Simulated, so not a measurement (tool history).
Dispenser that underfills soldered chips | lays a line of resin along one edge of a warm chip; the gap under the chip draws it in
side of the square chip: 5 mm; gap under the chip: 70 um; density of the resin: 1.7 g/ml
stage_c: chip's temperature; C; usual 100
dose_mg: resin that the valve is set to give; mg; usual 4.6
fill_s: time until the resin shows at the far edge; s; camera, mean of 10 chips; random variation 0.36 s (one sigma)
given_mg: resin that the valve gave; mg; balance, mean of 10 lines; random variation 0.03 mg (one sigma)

run	hour	stage_c	dose_mg	fill_s	given_mg
1	0	100	4.6	23.9	4.59
2	5.4	100	4.6	32.9	4.57
# hour 9.1: new syringe of resin
3	12.2	100	4.6	25.6	4.6
4	15.9	100	4.6	31	4.49
5	20.1	100	4.6	39.9	4.47
# hour 21.1: new syringe of resin
6	25.4	100	4.6	26.8	4.5
7	28.7	108	4.72	25.3	4.64
# hour 33.3: new syringe of resin
8	36.3	100	4.36	24.9	4.21
9	40.6	93	5.35	40.4	5.17
# hour 45.3: new syringe of resin
10	47.6	94	5.06	28.9	4.9
11	52.2	97	5.46	33.4	5.26
12	55.3	88	5.46	54.7	5.23

Hidden state or all else? Some run-to-run changes of fill_s, split into what the settings, what came in and random variation would give without the hidden state, and what is left for the hidden state (with any gauge scatter that isn't in both results):
The hidden state here: resin's viscosity, % of fresh resin's; dose that the valve gives, % of what is set; true chip temperature over the reading, C; drift of the gauge itself on fill_s, %; drift of the gauge itself on given_mg, %.
Run 11 -> 12: stage_c 97 -> 88. fill_s +21.3 s: hidden state +13.1, all else +8.2.

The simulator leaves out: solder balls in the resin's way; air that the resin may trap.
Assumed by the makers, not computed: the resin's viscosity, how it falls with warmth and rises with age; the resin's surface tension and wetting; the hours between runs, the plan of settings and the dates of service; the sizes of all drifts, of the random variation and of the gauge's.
